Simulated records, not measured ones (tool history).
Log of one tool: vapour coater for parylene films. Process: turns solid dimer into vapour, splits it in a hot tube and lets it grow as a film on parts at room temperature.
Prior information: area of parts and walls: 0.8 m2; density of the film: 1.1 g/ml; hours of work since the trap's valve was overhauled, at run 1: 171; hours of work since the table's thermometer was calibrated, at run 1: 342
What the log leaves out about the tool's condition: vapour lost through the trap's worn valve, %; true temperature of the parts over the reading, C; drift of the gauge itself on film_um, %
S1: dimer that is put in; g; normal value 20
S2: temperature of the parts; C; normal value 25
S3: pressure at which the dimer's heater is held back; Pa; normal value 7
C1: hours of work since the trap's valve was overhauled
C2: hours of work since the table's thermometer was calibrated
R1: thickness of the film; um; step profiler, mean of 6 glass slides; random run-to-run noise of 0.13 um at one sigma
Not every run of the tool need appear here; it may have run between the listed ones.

run 1 hour=0 | S1=20 S2=25 S3=7 | C1=171 C2=342 | R1=15.78
run 2 hour=15.1 | S1=20 S2=25 S3=3.27 | C1=179 C2=350 | R1=17.14
run 3 hour=51.7 | S1=20 S2=25 S3=3.27 | C1=198 C2=369 | R1=17.24
run 4 hour=82.4 | S1=20 S2=27 S3=3.27 | C1=215 C2=386 | R1=15.64
run 5 hour=104.5 | S1=20 S2=19 S3=3.27 | C1=226 C2=397 | R1=22
run 6 hour=121.4 | S1=20 S2=25 S3=5 | C1=235 C2=406 | R1=16.1
run 7 hour=139.4 | S1=20 S2=25 S3=5 | C1=245 C2=416 | R1=16.22
run 8 hour=156.3 | S1=20 S2=25 S3=5 | C1=254 C2=425 | R1=16.05
run 9 hour=176.9 | S1=20 S2=24 S3=7 | C1=265 C2=436 | R1=16.43
run 10 hour=210.8 | S1=20 S2=25 S3=7 | C1=283 C2=454 | R1=15.64
run 11 hour=233.5 | S1=20 S2=25 S3=7 | C1=295 C2=466 | R1=15.54
run 12 hour=249.1 | S1=20 S2=25 S3=7 | C1=303 C2=474 | R1=15.46
run 13 hour=276.4 | S1=20 S2=25 S3=7 | C1=317 C2=488 | R1=15.43
run 14 hour=303.7 | S1=20 S2=23 S3=7 | C1=332 C2=503 | R1=17.2
run 15 hour=335.6 | S1=20 S2=25 S3=7 | C1=349 C2=520 | R1=15.35
run 16 hour=354.8 | S1=20 S2=34 S3=7 | C1=359 C2=530 | R1=10.58
run 17 hour=385.1 | S1=20 S2=25 S3=7 | C1=375 C2=546 | R1=15.53
run 18 hour=418.3 | S1=20 S2=25 S3=7 | C1=392 C2=563 | R1=15.52
run 19 hour=449.3 | S1=10 S2=24 S3=2.38 | C1=409 C2=580 | R1=9.14
run 20 hour=465 | S1=17 S2=20 S3=11.89 | C1=417 C2=588 | R1=15.66
run 21 hour=495.3 | S1=17 S2=20 S3=11.89 | C1=433 C2=604 | R1=15.28
run 22 hour=524.2 | S1=17 S2=20 S3=11.89 | C1=449 C2=620 | R1=15.46
run 23 hour=545.3 | S1=14 S2=20 S3=2.83 | C1=460 C2=631 | R1=15.05
run 24 hour=563.4 | S1=8 S2=26 S3=2.93 | C1=469 C2=640 | R1=6.55
run 25 hour=592.7 | S1=9 S2=22 S3=5.04 | C1=485 C2=656 | R1=8.26
run 26 hour=629 | S1=13 S2=27 S3=3.42 | C1=504 C2=675 | R1=10.02
run 27 hour=650.2 | S1=13 S2=27 S3=3.42 | C1=515 C2=686 | R1=10
run 28 hour=677.6 | S1=9 S2=20 S3=6.02 | C1=530 C2=701 | R1=9.01
run 29 hour=714 | S1=9 S2=20 S3=6.02 | C1=549 C2=720 | R1=8.87
run 30 hour=729.3 | S1=16 S2=34 S3=5.57 | C1=557 C2=728 | R1=8.67
-- hour=739.6 trap's valve overhauled
run 31 hour=752.2 | S1=29 S2=28 S3=7 | C1=7 C2=738 | R1=19.63
run 32 hour=771.5 | S1=29 S2=28 S3=7 | C1=17 C2=748 | R1=20.02
run 33 hour=793.6 | S1=29 S2=28 S3=10.61 | C1=29 C2=760 | R1=19.01

Predict each of these 4 candidate next runs independently; none follows another, all start after run 33:
run A hour=809.2 | S1=34 S2=20 S3=2.78 | C1=37 C2=768 | R1=?
run B hour=809.2 | S1=30 S2=19 S3=4.8 | C1=37 C2=768 | R1=?
run C hour=809.2 | S1=20 S2=23 S3=7 | C1=37 C2=768 | R1=?
run D hour=809.2 | S1=17 S2=31 S3=10.61 | C1=37 C2=768 | R1=?

run=A R1=36.81
run=B R1=31.64
run=C R1=16.92
run=D R1=9.75
The same runs, with their run-to-run variation unchanged, on a tool lacking any hidden condition would have given:
run=A R1=36.86
run=B R1=31.68
run=C R1=16.95
run=D R1=9.76

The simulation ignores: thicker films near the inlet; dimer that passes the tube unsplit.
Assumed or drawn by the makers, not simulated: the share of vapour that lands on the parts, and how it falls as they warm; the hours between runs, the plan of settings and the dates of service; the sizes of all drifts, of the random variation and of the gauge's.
